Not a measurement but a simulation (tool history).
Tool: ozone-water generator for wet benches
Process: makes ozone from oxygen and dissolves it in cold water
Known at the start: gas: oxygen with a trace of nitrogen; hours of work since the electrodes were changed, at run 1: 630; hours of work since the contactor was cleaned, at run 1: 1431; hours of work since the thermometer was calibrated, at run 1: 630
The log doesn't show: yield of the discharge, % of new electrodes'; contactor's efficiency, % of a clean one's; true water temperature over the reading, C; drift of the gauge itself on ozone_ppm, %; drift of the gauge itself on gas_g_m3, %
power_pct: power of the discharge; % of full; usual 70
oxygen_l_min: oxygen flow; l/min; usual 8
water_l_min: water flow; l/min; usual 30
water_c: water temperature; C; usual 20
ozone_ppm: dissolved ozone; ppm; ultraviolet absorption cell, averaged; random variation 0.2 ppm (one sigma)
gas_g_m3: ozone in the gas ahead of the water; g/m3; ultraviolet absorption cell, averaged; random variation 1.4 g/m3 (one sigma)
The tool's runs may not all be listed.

run      day  power_pct  oxygen_l_min  water_l_min  water_c  hours of work since the electrodes were changed  hours of work since the contactor was cleaned  hours of work since the thermometer was calibrated  ozone_ppm  gas_g_m3
  1        0         70             8           30       20                                              630                                           1431                                                 630       27.6     261.6
  2    8.446         70             8           30       20                                              831                                           1632                                                 831       27.6     260.2
  3   12.888         70             8           30       20                                              936                                           1737                                                 936       27.5     259.1
  4   18.738         70             8           48       20                                             1075                                           1876                                                1075       18.2     259.8
  5   26.783         70             8           48       20                                             1266                                           2067                                                1266       18.1     256.1
  6   35.362         70             8           48       20                                             1469                                           2270                                                1469         18     255.9
  7   41.588         70             8           48       20                                             1617                                           2418                                                1617       17.6     255.5
  8   49.075         70             8           48       20                                             1795                                           2595                                                1795       17.6     253.8
  9   56.546         70             8           48       20                                             1972                                           2773                                                1972       17.3     252.7
 10   62.892         70             8           48       20                                             2122                                           2923                                                2122       17.5     251.7
 11   67.646         70             8           48       20                                             2235                                           3036                                                2235       17.2     246.8
 12   76.092         70             8           48       20                                             2435                                           3236                                                2435       17.2     248.8
 13   80.233         70             8           48       20                                             2534                                           3335                                                2534       16.8     249.2
      80.758  -- water thermometer calibrated
 14   85.225         70             8           30       20                                             2652                                           3453                                                 106       25.7     245.9
 15   91.279         70             8           30       20                                             2795                                           3596                                                 250       25.8     247.1
 16  100.588         70             8           30       20                                             3016                                           3817                                                 470       25.8     243.5
     104.283  -- water thermometer calibrated, once more
 17  105.725         70             8           30       20                                             3137                                           3938                                                  34       25.2     243.9
 18  114.617         70          9.08           30       24                                             3348                                           4149                                                 245       23.5     229.5
      118.35  -- contactor cleaned
 19  121.879         60         12.23           24       20                                             3517                                             84                                                 414         28     182.1
 20  128.217         60         12.23           24       20                                             3667                                            234                                                 564       27.7     180.6
 21  135.417         60         12.23           41       20                                             3838                                            405                                                 735       18.8     178.5
 22  144.833         60          8.83           41       14                                             4061                                            628                                                 958       19.5     210.3
 23  151.646         60          8.83           41       14                                             4223                                            790                                                1120       19.7       210
 24  156.688         66         12.07           23       12                                             4343                                            910                                                1239       33.7     187.3
 25  164.746         66         12.07           23       12                                             4534                                           1101                                                1430       33.4     186.4
 26  170.708         82          9.91           20       13                                             4675                                           1242                                                1572       40.7     229.2
 27  179.362         70         13.38           30       22                                             4880                                           1447                                                1777       23.7     179.6
 28  188.312         42             8           30       27                                             5093                                           1660                                                1989       17.1     178.7
 29  196.504         68          5.85           23       19                                             5287                                           1854                                                2184       29.8     260.6
 30  201.412         68          5.85           23       19                                             5404                                           1971                                                2300       29.4     261.6
 31  208.504         52         14.08           23       19                                             5572                                           2139                                                2469       24.5     148.8
      216.45  -- water thermometer calibrated
 32   216.45         41          6.32           28       16                                             5760                                           2327                                                   0       20.4     195.6

Measured less the same run without the tool's hidden state. The same run-to-run variation is in both; the gauge's scatter may not be:
run  ozone_ppm  gas_g_m3
  1       -0.8      -3.1
  2         -1      -4.4
  3       -1.1      -5.2
  4       -0.9        -6
  5         -1      -7.2
  6       -1.1      -8.8
  7       -1.3      -9.8
  8       -1.4     -11.1
  9       -1.5     -12.4
 10       -1.6     -13.4
 11       -1.7     -13.9
 12       -1.9     -15.2
 13       -1.9       -16
 14       -2.8     -16.7
 15         -3     -17.9
 16       -3.3     -19.2
 17       -3.1     -20.1
 18       -3.2     -20.4
 19       -2.4     -15.8
 20       -2.6     -16.5
 21       -1.9     -17.1
 22       -2.2     -21.5
 23       -2.4     -22.5
 24       -4.3       -22
 25       -4.6       -23
 26       -6.3     -33.1
 27       -3.7     -25.1
 28       -2.1     -18.7
 29       -5.1     -39.3
 30       -5.2     -40.5
 31         -4     -20.5
 32         -3     -23.6

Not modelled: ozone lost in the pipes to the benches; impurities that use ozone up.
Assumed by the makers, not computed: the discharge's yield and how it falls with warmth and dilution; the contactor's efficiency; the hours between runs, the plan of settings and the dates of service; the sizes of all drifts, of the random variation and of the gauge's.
